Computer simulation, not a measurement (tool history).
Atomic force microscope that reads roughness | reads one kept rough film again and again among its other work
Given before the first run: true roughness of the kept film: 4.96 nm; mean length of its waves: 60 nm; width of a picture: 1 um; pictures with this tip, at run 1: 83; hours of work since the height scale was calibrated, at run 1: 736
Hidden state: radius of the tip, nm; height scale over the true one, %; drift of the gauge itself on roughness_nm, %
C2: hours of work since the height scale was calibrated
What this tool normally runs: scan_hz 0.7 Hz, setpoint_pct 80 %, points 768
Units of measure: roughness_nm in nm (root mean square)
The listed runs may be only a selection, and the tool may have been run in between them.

Run 1, hour 0: usual settings; pictures with this tip 83; C2 736. Result: roughness_nm 4.334 nm (root mean square).
At hour 33.1: new tip fitted.
Run 2, hour 58.3: usual settings; pictures with this tip 22; C2 767. Result: roughness_nm 4.555 nm (root mean square).
Run 3, hour 138.6: usual settings; pictures with this tip 93; C2 810. Result: roughness_nm 4.362 nm (root mean square).
At hour 156.4: new tip fitted.
Run 4, hour 217.7: usual settings; pictures with this tip 54; C2 852. Result: roughness_nm 4.466 nm (root mean square).
At hour 222.3: height scale calibrated on a step standard.
Run 5, hour 271.5: usual settings but setpoint_pct 85 %; pictures with this tip 101; C2 26. Result: roughness_nm 4.274 nm (root mean square).
At hour 281.6: new tip fitted.
Run 6, hour 359.8: usual settings; pictures with this tip 69; C2 73. Result: roughness_nm 4.382 nm (root mean square).
At hour 409.3: new tip fitted.
At hour 423.4: height scale calibrated on a step standard, once more.
Run 7, hour 448.2: usual settings but scan_hz 0.506 Hz, points 366; pictures with this tip 33; C2 13. Result: roughness_nm 4.574 nm (root mean square).
Run 8, hour 501.9: usual settings but scan_hz 1.176 Hz, setpoint_pct 89 %, points 487; pictures with this tip 80; C2 42. Result: roughness_nm 4.237 nm (root mean square).
At hour 533.3: new tip fitted.
Run 9, hour 581.7: usual settings but scan_hz 1.176 Hz, setpoint_pct 89 %, points 487; pictures with this tip 42; C2 85. Result: roughness_nm 4.332 nm (root mean square).
Run 10, hour 654: usual settings but scan_hz 1.78 Hz, setpoint_pct 81 %, points 337; pictures with this tip 106; C2 123. Result: roughness_nm 4.167 nm (root mean square).
At hour 660.4: new tip fitted.
Run 11, hour 698.6: usual settings but scan_hz 1.78 Hz, setpoint_pct 81 %, points 337; pictures with this tip 34; C2 147. Result: roughness_nm 4.405 nm (root mean square).
Run 12, hour 749.2: usual settings but scan_hz 1.877 Hz, points 509; pictures with this tip 78; C2 174. Result: roughness_nm 4.246 nm (root mean square).

Take each entry between the runs: how does the hidden state at the last listed run before it differ from the hidden state at the first listed run after it?
From run 1 to run 2: new tip fitted (hour 33.1)
  radius of the tip, nm: 18.8 -> 10.2; height scale over the true one, %: -0.7 -> -0.74
  what was measured, less what the result would be without the hidden state, roughness_nm: -0.3 -> -0.112 nm (root mean square)
From run 3 to run 4: new tip fitted (hour 156.4)
  radius of the tip, nm: 19.5 -> 13.8; height scale over the true one, %: -0.78 -> -0.82
  what was measured, less what the result would be without the hidden state, roughness_nm: -0.324 -> -0.197 nm (root mean square)
From run 4 to run 5: height scale calibrated on a step standard (hour 222.3)
  radius of the tip, nm: 13.8 -> 19.6; height scale over the true one, %: -0.82 -> -1.32
  what was measured, less what the result would be without the hidden state, roughness_nm: -0.197 -> -0.343 nm (root mean square)
From run 5 to run 6: new tip fitted (hour 281.6)
  radius of the tip, nm: 19.6 -> 15.9; height scale over the true one, %: -1.32 -> -1.37
  what was measured, less what the result would be without the hidden state, roughness_nm: -0.343 -> -0.267 nm (root mean square)
From run 6 to run 7: new tip fitted (hour 409.3); height scale calibrated on a step standard, once more (hour 423.4)
  radius of the tip, nm: 15.9 -> 12.1; height scale over the true one, %: -1.37 -> -0.17
  what was measured, less what the result would be without the hidden state, roughness_nm: -0.267 -> -0.13 nm (root mean square)
From run 8 to run 9: new tip fitted (hour 533.3)
  radius of the tip, nm: 18.1 -> 12.7; height scale over the true one, %: -0.2 -> -0.24
  what was measured, less what the result would be without the hidden state, roughness_nm: -0.256 -> -0.139 nm (root mean square)
From run 10 to run 11: new tip fitted (hour 660.4)
  radius of the tip, nm: 20.3 -> 10.7; height scale over the true one, %: -0.28 -> -0.31
  what was measured, less what the result would be without the hidden state, roughness_nm: -0.304 -> -0.099 nm (root mean square)
